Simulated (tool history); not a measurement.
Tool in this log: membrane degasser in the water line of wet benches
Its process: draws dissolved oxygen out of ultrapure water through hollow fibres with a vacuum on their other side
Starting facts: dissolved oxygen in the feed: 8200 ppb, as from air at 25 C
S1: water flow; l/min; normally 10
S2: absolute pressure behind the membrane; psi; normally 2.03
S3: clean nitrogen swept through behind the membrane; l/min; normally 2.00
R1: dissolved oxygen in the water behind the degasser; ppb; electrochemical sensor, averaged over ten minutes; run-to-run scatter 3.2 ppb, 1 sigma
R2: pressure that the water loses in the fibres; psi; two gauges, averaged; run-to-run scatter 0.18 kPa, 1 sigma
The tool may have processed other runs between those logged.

run	day	S1	S2	S3	R1	R2
1	0.000	10	2.03	2.00	334.3	5.081
2	1.767	10	2.03	2.00	336.1	5.078
3	3.550	10	3.09	2.00	418.1	5.069
4	5.079	10	3.09	2.00	416.5	5.031
5	6.592	10	2.03	0.88	480.8	5.095
6	8.133	10	2.03	0.88	475.8	5.047
7	10.021	10	2.03	2.00	328.8	5.114
8	11.767	10	2.03	2.00	329.9	5.066
9	13.812	12	2.03	2.00	440.8	6.113
10	14.821	12	2.03	2.00	434.4	6.106
11	16.596	12	2.03	2.00	444.1	6.108
12	17.554	12	2.03	2.00	445.0	6.077
13	19.475	12	2.03	2.00	436.2	6.093
14	20.600	10	2.03	1.75	352.2	5.085
15	22.458	12	1.39	1.55	406.4	6.129
16	24.188	7	2.03	0.97	288.2	3.558
17	25.821	7	2.03	0.97	284.1	3.548
18	26.950	15	2.03	1.54	653.7	7.623
19	28.546	15	2.03	1.54	645.4	7.635
20	30.412	15	2.03	1.54	651.6	7.638
21	31.792	15	1.57	0.81	715.4	7.574
22	33.008	11	2.00	2.00	389.2	5.603
23	34.650	11	1.67	2.61	331.2	5.616
24	35.667	11	1.67	2.61	335.5	5.651
# day 36.412: seals of the vacuum lines changed
25	36.983	10	1.31	0.88	349.0	5.081
26	38.642	6	5.00	1.93	295.5	3.079
27	39.538	10	1.46	3.20	256.1	5.040

Measured result minus the same run's result without the hidden state. Both carry the same run-to-run variation, though not necessarily the same gauge scatter:
The hidden state here: membrane still open, %; true pressure behind the membrane over the reading, kPa; air that leaks in behind the membrane, l/min; drift of the gauge itself on oxygen_ppb, %; drift of the gauge itself on loss_of_pressure_kpa, %.
run	R1	R2
1	+10.2	+0.022
2	+10.5	+0.022
3	+14.6	+0.022
4	+14.6	+0.023
5	+16.3	+0.023
6	+16.4	+0.025
7	+10.8	+0.025
8	+11.1	+0.026
9	+12.3	+0.032
10	+12.2	+0.033
11	+12.7	+0.033
12	+12.8	+0.035
13	+12.7	+0.035
14	+12.8	+0.029
15	+11.9	+0.036
16	+16.6	+0.022
17	+16.5	+0.023
18	+16.7	+0.048
19	+16.6	+0.049
20	+17.0	+0.049
21	+18.5	+0.051
22	+13.6	+0.039
23	+11.0	+0.039
24	+11.2	+0.039
25	+8.0	+0.035
26	+2.7	+0.022
27	+6.3	+0.038
